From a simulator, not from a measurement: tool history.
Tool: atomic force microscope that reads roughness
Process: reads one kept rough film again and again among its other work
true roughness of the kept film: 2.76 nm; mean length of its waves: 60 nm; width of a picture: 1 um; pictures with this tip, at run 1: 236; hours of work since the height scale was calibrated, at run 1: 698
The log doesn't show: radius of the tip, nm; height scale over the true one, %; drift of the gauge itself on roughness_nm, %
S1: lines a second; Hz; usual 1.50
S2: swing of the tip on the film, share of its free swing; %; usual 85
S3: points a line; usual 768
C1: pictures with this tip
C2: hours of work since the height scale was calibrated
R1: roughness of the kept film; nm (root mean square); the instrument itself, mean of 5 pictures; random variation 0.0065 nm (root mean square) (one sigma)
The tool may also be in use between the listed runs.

run 1 hour=0.0 | S1=1.50 S2=85 S3=768 | C1=236 C2=698 | R1=2.221
-- hour=24.5 new tip fitted
run 2 hour=26.3 | S1=3.37 S2=85 S3=768 | C1=1 C2=709 | R1=1.877
run 3 hour=58.7 | S1=3.37 S2=85 S3=768 | C1=32 C2=722 | R1=1.882
run 4 hour=104.0 | S1=1.50 S2=85 S3=768 | C1=75 C2=740 | R1=2.248
run 5 hour=125.7 | S1=1.50 S2=70 S3=768 | C1=95 C2=749 | R1=2.448
run 6 hour=162.7 | S1=1.50 S2=70 S3=768 | C1=130 C2=764 | R1=2.456
run 7 hour=193.0 | S1=1.50 S2=70 S3=768 | C1=158 C2=776 | R1=2.452
run 8 hour=227.5 | S1=1.50 S2=70 S3=768 | C1=191 C2=790 | R1=2.452
run 9 hour=264.3 | S1=1.50 S2=85 S3=768 | C1=225 C2=805 | R1=2.230
-- hour=299.7 new tip fitted
run 10 hour=311.2 | S1=1.50 S2=85 S3=768 | C1=11 C2=824 | R1=2.276
run 11 hour=333.3 | S1=1.50 S2=85 S3=768 | C1=32 C2=833 | R1=2.260
-- hour=336.8 height scale calibrated on a step standard
run 12 hour=366.7 | S1=1.09 S2=57 S3=380 | C1=62 C2=12 | R1=2.609
run 13 hour=396.8 | S1=2.35 S2=61 S3=562 | C1=90 C2=24 | R1=2.479
run 14 hour=433.5 | S1=0.89 S2=59 S3=279 | C1=125 C2=39 | R1=2.587
run 15 hour=454.7 | S1=0.89 S2=74 S3=279 | C1=145 C2=48 | R1=2.496
-- hour=464.2 height scale calibrated on a step standard, once more
run 16 hour=485.4 | S1=1.50 S2=68 S3=768 | C1=173 C2=9 | R1=2.471
run 17 hour=511.7 | S1=1.50 S2=68 S3=768 | C1=198 C2=19 | R1=2.486
run 18 hour=542.1 | S1=0.54 S2=80 S3=365 | C1=226 C2=32 | R1=2.537
run 19 hour=573.9 | S1=0.54 S2=80 S3=365 | C1=256 C2=44 | R1=2.530
-- hour=578.0 new tip fitted
run 20 hour=611.0 | S1=1.50 S2=79 S3=575 | C1=32 C2=59 | R1=2.366
run 21 hour=654.5 | S1=1.50 S2=79 S3=575 | C1=72 C2=77 | R1=2.362

The same runs without the tool's hidden state, with the same run-to-run variation:
run=1 R1=2.268
run=2 R1=1.885
run=3 R1=1.895
run=4 R1=2.271
run=5 R1=2.477
run=6 R1=2.492
run=7 R1=2.493
run=8 R1=2.499
run=9 R1=2.279
run=10 R1=2.286
run=11 R1=2.275
run=12 R1=2.639
run=13 R1=2.513
run=14 R1=2.629
run=15 R1=2.541
run=16 R1=2.502
run=17 R1=2.523
run=18 R1=2.580
run=19 R1=2.578
run=20 R1=2.372
run=21 R1=2.376

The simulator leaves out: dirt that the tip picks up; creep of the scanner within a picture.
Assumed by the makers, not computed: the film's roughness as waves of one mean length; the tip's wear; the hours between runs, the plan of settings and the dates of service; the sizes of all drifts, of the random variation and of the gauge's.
